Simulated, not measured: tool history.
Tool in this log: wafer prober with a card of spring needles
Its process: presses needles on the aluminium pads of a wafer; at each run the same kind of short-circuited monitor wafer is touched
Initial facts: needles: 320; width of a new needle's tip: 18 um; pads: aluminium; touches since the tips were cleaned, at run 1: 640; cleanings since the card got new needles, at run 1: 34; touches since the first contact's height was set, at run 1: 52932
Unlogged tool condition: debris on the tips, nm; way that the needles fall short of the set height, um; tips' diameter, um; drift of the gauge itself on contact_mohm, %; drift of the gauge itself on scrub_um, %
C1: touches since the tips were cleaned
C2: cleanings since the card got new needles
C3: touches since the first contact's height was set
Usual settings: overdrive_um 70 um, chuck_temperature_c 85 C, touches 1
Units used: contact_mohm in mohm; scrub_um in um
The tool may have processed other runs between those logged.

run 1 day=0.000 | overdrive_um=70 chuck_temperature_c=85 touches=1 | C1=640 C2=34 C3=52932 | contact_mohm=228 scrub_um=13.34
-- day=0.542 tips cleaned on abrasive film
-- day=1.175 tips cleaned on abrasive film
-- day=1.821 tips cleaned on abrasive film
run 2 day=1.975 | overdrive_um=70 chuck_temperature_c=85 touches=1 | C1=1064 C2=37 C3=66606 | contact_mohm=230 scrub_um=13.34
-- day=2.488 tips cleaned on abrasive film
run 3 day=2.883 | overdrive_um=70 chuck_temperature_c=85 touches=1 | C1=2763 C2=38 C3=72900 | contact_mohm=231 scrub_um=13.32
-- day=3.133 tips cleaned on abrasive film
-- day=3.771 tips cleaned on abrasive film
run 4 day=3.946 | overdrive_um=70 chuck_temperature_c=85 touches=1 | C1=1220 C2=40 C3=80242 | contact_mohm=225 scrub_um=13.34
-- day=4.338 tips cleaned on abrasive film
-- day=5.012 tips cleaned on abrasive film
run 5 day=5.438 | overdrive_um=70 chuck_temperature_c=85 touches=1 | C1=2951 C2=42 C3=90577 | contact_mohm=225 scrub_um=13.30
-- day=5.696 tips cleaned on abrasive film
-- day=6.300 tips cleaned on abrasive film
-- day=6.958 tips cleaned on abrasive film
-- day=7.033 height of the first contact set anew
run 6 day=7.033 | overdrive_um=70 chuck_temperature_c=85 touches=1 | C1=431 C2=45 C3=0 | contact_mohm=225 scrub_um=13.32
-- day=7.538 tips cleaned on abrasive film
-- day=8.196 tips cleaned on abrasive film
-- day=8.838 tips cleaned on abrasive film
run 7 day=8.938 | overdrive_um=70 chuck_temperature_c=85 touches=1 | C1=719 C2=48 C3=13198 | contact_mohm=226 scrub_um=13.32
-- day=9.433 tips cleaned on abrasive film
-- day=10.042 tips cleaned on abrasive film
-- day=10.650 tips cleaned on abrasive film
run 8 day=10.650 | overdrive_um=70 chuck_temperature_c=85 touches=1 | C1=0 C2=51 C3=25036 | contact_mohm=226 scrub_um=13.30
-- day=11.325 tips cleaned on abrasive film
-- day=11.929 tips cleaned on abrasive film
-- day=12.621 tips cleaned on abrasive film
run 9 day=12.821 | overdrive_um=70 chuck_temperature_c=85 touches=1 | C1=1408 C2=54 C3=40074 | contact_mohm=225 scrub_um=13.30
-- day=13.183 tips cleaned on abrasive film
-- day=13.829 tips cleaned on abrasive film
run 10 day=14.050 | overdrive_um=70 chuck_temperature_c=85 touches=1 | C1=1530 C2=56 C3=48550 | contact_mohm=231 scrub_um=13.35
-- day=14.500 tips cleaned on abrasive film
-- day=15.150 tips cleaned on abrasive film
run 11 day=15.462 | overdrive_um=70 chuck_temperature_c=85 touches=1 | C1=2192 C2=58 C3=58351 | contact_mohm=226 scrub_um=13.34
-- day=15.746 tips cleaned on abrasive film
-- day=16.417 tips cleaned on abrasive film
-- day=17.033 tips cleaned on abrasive film
run 12 day=17.033 | overdrive_um=66 chuck_temperature_c=85 touches=1 | C1=0 C2=61 C3=69186 | contact_mohm=224 scrub_um=12.55
-- day=17.658 tips cleaned on abrasive film
-- day=18.221 tips cleaned on abrasive film
run 13 day=18.488 | overdrive_um=70 chuck_temperature_c=85 touches=3 | C1=1849 C2=63 C3=79257 | contact_mohm=225 scrub_um=13.34
-- day=18.871 tips cleaned on abrasive film
-- day=19.429 tips cleaned on abrasive film
run 14 day=19.971 | overdrive_um=70 chuck_temperature_c=85 touches=3 | C1=3762 C2=65 C3=89538 | contact_mohm=227 scrub_um=13.33
-- day=20.112 tips cleaned on abrasive film
-- day=20.742 tips cleaned on abrasive film
-- day=21.333 tips cleaned on abrasive film
run 15 day=21.504 | overdrive_um=58 chuck_temperature_c=90 touches=2 | C1=1168 C2=68 C3=100120 | contact_mohm=229 scrub_um=11.06
-- day=21.758 height of the first contact set anew
-- day=21.992 tips cleaned on abrasive film
-- day=22.579 tips cleaned on abrasive film
-- day=23.183 tips cleaned on abrasive film
run 16 day=23.183 | overdrive_um=70 chuck_temperature_c=111 touches=1 | C1=0 C2=71 C3=9822 | contact_mohm=232 scrub_um=13.33
-- day=23.812 tips cleaned on abrasive film
-- day=24.450 tips cleaned on abrasive film
-- day=25.096 tips cleaned on abrasive film
run 17 day=25.096 | overdrive_um=70 chuck_temperature_c=111 touches=1 | C1=0 C2=74 C3=23051 | contact_mohm=231 scrub_um=13.38
-- day=25.662 tips cleaned on abrasive film
run 18 day=26.083 | overdrive_um=70 chuck_temperature_c=111 touches=1 | C1=2922 C2=75 C3=29915 | contact_mohm=228 scrub_um=13.26
-- day=26.229 tips cleaned on abrasive film
-- day=26.867 tips cleaned on abrasive film
-- day=27.546 tips cleaned on abrasive film
run 19 day=27.621 | overdrive_um=63 chuck_temperature_c=32 touches=2 | C1=540 C2=78 C3=40545 | contact_mohm=214 scrub_um=12.02
-- day=28.167 tips cleaned on abrasive film
-- day=28.804 tips cleaned on abrasive film
-- day=29.425 tips cleaned on abrasive film
run 20 day=29.571 | overdrive_um=63 chuck_temperature_c=32 touches=3 | C1=1014 C2=81 C3=54036 | contact_mohm=216 scrub_um=12.02
-- day=29.992 tips cleaned on abrasive film
-- day=30.654 tips cleaned on abrasive film
run 21 day=31.196 | overdrive_um=84 chuck_temperature_c=32 touches=1 | C1=3784 C2=83 C3=65286 | contact_mohm=217 scrub_um=15.97
-- day=31.338 tips cleaned on abrasive film
-- day=31.983 tips cleaned on abrasive film
-- day=32.646 tips cleaned on abrasive film
run 22 day=32.808 | overdrive_um=89 chuck_temperature_c=85 touches=2 | C1=1131 C2=86 C3=76418 | contact_mohm=227 scrub_um=16.99
-- day=33.229 tips cleaned on abrasive film
-- day=33.838 tips cleaned on abrasive film
run 23 day=34.217 | overdrive_um=67 chuck_temperature_c=85 touches=1 | C1=2631 C2=88 C3=86185 | contact_mohm=223 scrub_um=12.78
-- day=34.492 tips cleaned on abrasive film
-- day=35.192 tips cleaned on abrasive film
-- day=35.804 tips cleaned on abrasive film
run 24 day=36.062 | overdrive_um=54 chuck_temperature_c=85 touches=1 | C1=1816 C2=91 C3=98962 | contact_mohm=230 scrub_um=10.28
-- day=36.483 tips cleaned on abrasive film
-- day=36.496 height of the first contact set anew
-- day=37.138 tips cleaned on abrasive film
run 25 day=37.154 | overdrive_um=54 chuck_temperature_c=94 touches=1 | C1=126 C2=93 C3=4548 | contact_mohm=225 scrub_um=10.31
-- day=37.779 tips cleaned on abrasive film
-- day=38.471 tips cleaned on abrasive film
run 26 day=38.767 | overdrive_um=62 chuck_temperature_c=85 touches=3 | C1=2054 C2=95 C3=15724 | contact_mohm=227 scrub_um=11.83
-- day=39.108 tips cleaned on abrasive film
-- day=39.767 tips cleaned on abrasive film
-- day=40.392 tips cleaned on abrasive film
run 27 day=40.392 | overdrive_um=62 chuck_temperature_c=85 touches=3 | C1=0 C2=98 C3=26959 | contact_mohm=226 scrub_um=11.80
-- day=41.038 tips cleaned on abrasive film
-- day=41.729 tips cleaned on abrasive film
run 28 day=42.167 | overdrive_um=87 chuck_temperature_c=45 touches=2 | C1=3051 C2=100 C3=39250 | contact_mohm=216 scrub_um=16.54

What if the next run were any one of these 3? Each begins from the tool's condition after run 28:
-- day=42.396 tips cleaned on abrasive film
-- day=43.071 tips cleaned on abrasive film
-- day=43.683 tips cleaned on abrasive film
run A day=43.733 | overdrive_um=52 chuck_temperature_c=85 touches=1 | C1=340 C2=103 C3=50080 | contact_mohm=? scrub_um=?
-- day=42.396 tips cleaned on abrasive film
-- day=43.071 tips cleaned on abrasive film
-- day=43.683 tips cleaned on abrasive film
run B day=43.733 | overdrive_um=59 chuck_temperature_c=85 touches=1 | C1=340 C2=103 C3=50080 | contact_mohm=? scrub_um=?
-- day=42.396 tips cleaned on abrasive film
-- day=43.071 tips cleaned on abrasive film
-- day=43.683 tips cleaned on abrasive film
run C day=43.733 | overdrive_um=66 chuck_temperature_c=82 touches=1 | C1=340 C2=103 C3=50080 | contact_mohm=? scrub_um=?

run=A contact_mohm=228 scrub_um=9.92
run=B contact_mohm=223 scrub_um=11.21
run=C contact_mohm=227 scrub_um=12.57
The same runs, with their run-to-run variation unchanged, on a tool lacking any hidden condition would have given:
run=A contact_mohm=228 scrub_um=9.92
run=B contact_mohm=222 scrub_um=11.22
run=C contact_mohm=226 scrub_um=12.57
